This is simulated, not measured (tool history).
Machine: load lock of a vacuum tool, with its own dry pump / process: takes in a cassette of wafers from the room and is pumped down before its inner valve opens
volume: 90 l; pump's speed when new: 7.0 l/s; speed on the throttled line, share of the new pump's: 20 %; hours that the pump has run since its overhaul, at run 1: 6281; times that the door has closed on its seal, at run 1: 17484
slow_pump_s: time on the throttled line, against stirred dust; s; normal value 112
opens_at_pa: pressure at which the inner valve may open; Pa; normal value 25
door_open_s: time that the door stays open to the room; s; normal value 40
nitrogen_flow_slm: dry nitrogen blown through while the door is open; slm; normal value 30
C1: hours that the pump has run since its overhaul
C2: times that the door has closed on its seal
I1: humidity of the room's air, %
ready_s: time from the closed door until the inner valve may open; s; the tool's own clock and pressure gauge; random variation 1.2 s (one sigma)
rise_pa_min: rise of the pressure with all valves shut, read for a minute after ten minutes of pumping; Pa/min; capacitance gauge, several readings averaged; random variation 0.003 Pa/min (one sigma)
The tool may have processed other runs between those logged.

run 1 hour=0 | slow_pump_s=112 opens_at_pa=25 door_open_s=40 nitrogen_flow_slm=30 | C1=6281 C2=17484 | I1=45.4 | ready_s=205 rise_pa_min=0.079
run 2 hour=141.5 | slow_pump_s=112 opens_at_pa=25 door_open_s=40 nitrogen_flow_slm=30 | C1=6422 C2=18006 | I1=45.7 | ready_s=204.1 rise_pa_min=0.084
run 3 hour=290.4 | slow_pump_s=112 opens_at_pa=25 door_open_s=40 nitrogen_flow_slm=30 | C1=6571 C2=18556 | I1=45.3 | ready_s=202.6 rise_pa_min=0.084
run 4 hour=389.4 | slow_pump_s=112 opens_at_pa=25 door_open_s=40 nitrogen_flow_slm=30 | C1=6670 C2=18922 | I1=49.1 | ready_s=204.8 rise_pa_min=0.087
run 5 hour=534.4 | slow_pump_s=112 opens_at_pa=25 door_open_s=40 nitrogen_flow_slm=30 | C1=6815 C2=19457 | I1=43.2 | ready_s=201.8 rise_pa_min=0.091
run 6 hour=638 | slow_pump_s=112 opens_at_pa=25 door_open_s=103 nitrogen_flow_slm=30 | C1=6919 C2=19840 | I1=46.2 | ready_s=202.8 rise_pa_min=0.102
run 7 hour=827 | slow_pump_s=112 opens_at_pa=25 door_open_s=103 nitrogen_flow_slm=30 | C1=7108 C2=20537 | I1=41.2 | ready_s=203.6 rise_pa_min=0.103
run 8 hour=999.1 | slow_pump_s=112 opens_at_pa=25 door_open_s=103 nitrogen_flow_slm=30 | C1=7280 C2=21173 | I1=47.5 | ready_s=204.1 rise_pa_min=0.104
run 9 hour=1185 | slow_pump_s=112 opens_at_pa=25 door_open_s=103 nitrogen_flow_slm=30 | C1=7466 C2=21859 | I1=49.5 | ready_s=201.8 rise_pa_min=0.108
run 10 hour=1334.7 | slow_pump_s=112 opens_at_pa=43 door_open_s=40 nitrogen_flow_slm=30 | C1=7616 C2=22411 | I1=44.3 | ready_s=195.5 rise_pa_min=0.109
run 11 hour=1516 | slow_pump_s=112 opens_at_pa=43 door_open_s=40 nitrogen_flow_slm=30 | C1=7797 C2=23081 | I1=48.1 | ready_s=196.9 rise_pa_min=0.115
run 12 hour=1713.2 | slow_pump_s=112 opens_at_pa=43 door_open_s=40 nitrogen_flow_slm=30 | C1=7994 C2=23809 | I1=44.9 | ready_s=195.8 rise_pa_min=0.121
run 13 hour=1800.3 | slow_pump_s=112 opens_at_pa=25 door_open_s=40 nitrogen_flow_slm=30 | C1=8081 C2=24130 | I1=44 | ready_s=206 rise_pa_min=0.129
run 14 hour=1988.2 | slow_pump_s=112 opens_at_pa=25 door_open_s=40 nitrogen_flow_slm=8 | C1=8269 C2=24824 | I1=43.9 | ready_s=206.3 rise_pa_min=0.137
run 15 hour=2139.4 | slow_pump_s=112 opens_at_pa=25 door_open_s=40 nitrogen_flow_slm=8 | C1=8420 C2=25382 | I1=45.6 | ready_s=203.4 rise_pa_min=0.147
run 16 hour=2334.8 | slow_pump_s=112 opens_at_pa=25 door_open_s=40 nitrogen_flow_slm=8 | C1=8616 C2=26104 | I1=43.1 | ready_s=204.7 rise_pa_min=0.145
run 17 hour=2522.8 | slow_pump_s=112 opens_at_pa=25 door_open_s=40 nitrogen_flow_slm=8 | C1=8804 C2=26798 | I1=44.8 | ready_s=202.4 rise_pa_min=0.158
run 18 hour=2603.7 | slow_pump_s=112 opens_at_pa=25 door_open_s=40 nitrogen_flow_slm=8 | C1=8885 C2=27096 | I1=44.1 | ready_s=203.1 rise_pa_min=0.155
run 19 hour=2699.6 | slow_pump_s=112 opens_at_pa=25 door_open_s=40 nitrogen_flow_slm=30 | C1=8981 C2=27450 | I1=44.8 | ready_s=205.6 rise_pa_min=0.153
run 20 hour=2779.2 | slow_pump_s=82 opens_at_pa=36 door_open_s=227 nitrogen_flow_slm=38 | C1=9060 C2=27744 | I1=44.8 | ready_s=175.9 rise_pa_min=0.163
run 21 hour=2898.4 | slow_pump_s=112 opens_at_pa=31 door_open_s=40 nitrogen_flow_slm=30 | C1=9179 C2=28184 | I1=46.6 | ready_s=201.8 rise_pa_min=0.157
run 22 hour=3050.2 | slow_pump_s=112 opens_at_pa=25 door_open_s=59 nitrogen_flow_slm=4 | C1=9331 C2=28745 | I1=44.9 | ready_s=205.5 rise_pa_min=0.172
run 23 hour=3189.3 | slow_pump_s=112 opens_at_pa=25 door_open_s=59 nitrogen_flow_slm=4 | C1=9470 C2=29258 | I1=44.7 | ready_s=206.2 rise_pa_min=0.183
run 24 hour=3296 | slow_pump_s=112 opens_at_pa=25 door_open_s=59 nitrogen_flow_slm=4 | C1=9577 C2=29652 | I1=46.2 | ready_s=206.8 rise_pa_min=0.178
run 25 hour=3417.5 | slow_pump_s=112 opens_at_pa=37 door_open_s=40 nitrogen_flow_slm=30 | C1=9698 C2=30101 | I1=41.3 | ready_s=199.3 rise_pa_min=0.179
run 26 hour=3587 | slow_pump_s=78 opens_at_pa=22 door_open_s=183 nitrogen_flow_slm=44 | C1=9868 C2=30727 | I1=46 | ready_s=182.7 rise_pa_min=0.184
run 27 hour=3763.9 | slow_pump_s=78 opens_at_pa=44 door_open_s=39 nitrogen_flow_slm=44 | C1=10045 C2=31379 | I1=46 | ready_s=172 rise_pa_min=0.186
run 28 hour=3880.6 | slow_pump_s=78 opens_at_pa=44 door_open_s=39 nitrogen_flow_slm=44 | C1=10162 C2=31810 | I1=46 | ready_s=171.8 rise_pa_min=0.195
run 29 hour=4056.3 | slow_pump_s=124 opens_at_pa=21 door_open_s=30 nitrogen_flow_slm=44 | C1=10337 C2=32459 | I1=47.8 | ready_s=219.1 rise_pa_min=0.195
run 30 hour=4205.7 | slow_pump_s=124 opens_at_pa=21 door_open_s=30 nitrogen_flow_slm=44 | C1=10487 C2=33011 | I1=46.4 | ready_s=219.4 rise_pa_min=0.203
run 31 hour=4313.1 | slow_pump_s=124 opens_at_pa=21 door_open_s=30 nitrogen_flow_slm=29 | C1=10594 C2=33407 | I1=44.4 | ready_s=219 rise_pa_min=0.204
run 32 hour=4501.7 | slow_pump_s=135 opens_at_pa=25 door_open_s=40 nitrogen_flow_slm=23 | C1=10783 C2=34103 | I1=45.4 | ready_s=224.5 rise_pa_min=0.213
run 33 hour=4653.2 | slow_pump_s=135 opens_at_pa=25 door_open_s=40 nitrogen_flow_slm=23 | C1=10934 C2=34663 | I1=44.8 | ready_s=225.4 rise_pa_min=0.218
run 34 hour=4838.2 | slow_pump_s=135 opens_at_pa=25 door_open_s=40 nitrogen_flow_slm=23 | C1=11119 C2=35346 | I1=40.5 | ready_s=226.4 rise_pa_min=0.219
run 35 hour=4980.4 | slow_pump_s=135 opens_at_pa=25 door_open_s=40 nitrogen_flow_slm=23 | C1=11261 C2=35870 | I1=43.5 | ready_s=227.4 rise_pa_min=0.232
run 36 hour=5141.5 | slow_pump_s=135 opens_at_pa=25 door_open_s=83 nitrogen_flow_slm=21 | C1=11422 C2=36465 | I1=47.8 | ready_s=227.1 rise_pa_min=0.242
run 37 hour=5292.4 | slow_pump_s=135 opens_at_pa=25 door_open_s=83 nitrogen_flow_slm=21 | C1=11573 C2=37022 | I1=46 | ready_s=224.6 rise_pa_min=0.244

Alternative continuations, all from the tool just after run 37; predict every row:
run A hour=5403.4 | slow_pump_s=112 opens_at_pa=25 door_open_s=40 nitrogen_flow_slm=20 | C1=11684 C2=37432 | I1=45.4 | ready_s=? rise_pa_min=?
run B hour=5403.4 | slow_pump_s=135 opens_at_pa=25 door_open_s=119 nitrogen_flow_slm=16 | C1=11684 C2=37432 | I1=44.3 | ready_s=? rise_pa_min=?
run C hour=5403.4 | slow_pump_s=112 opens_at_pa=38 door_open_s=40 nitrogen_flow_slm=11 | C1=11684 C2=37432 | I1=42.3 | ready_s=? rise_pa_min=?
run D hour=5403.4 | slow_pump_s=112 opens_at_pa=19 door_open_s=40 nitrogen_flow_slm=30 | C1=11684 C2=37432 | I1=49 | ready_s=? rise_pa_min=?

run=A ready_s=209.1 rise_pa_min=0.253
run=B ready_s=227.8 rise_pa_min=0.257
run=C ready_s=203.1 rise_pa_min=0.248
run=D ready_s=213.3 rise_pa_min=0.248
Had the tool no hidden state, the same runs would have come out as:
run=A ready_s=197.8 rise_pa_min=0.011
run=B ready_s=216.9 rise_pa_min=0.017
run=C ready_s=192.5 rise_pa_min=0.01
run=D ready_s=201.5 rise_pa_min=0.008

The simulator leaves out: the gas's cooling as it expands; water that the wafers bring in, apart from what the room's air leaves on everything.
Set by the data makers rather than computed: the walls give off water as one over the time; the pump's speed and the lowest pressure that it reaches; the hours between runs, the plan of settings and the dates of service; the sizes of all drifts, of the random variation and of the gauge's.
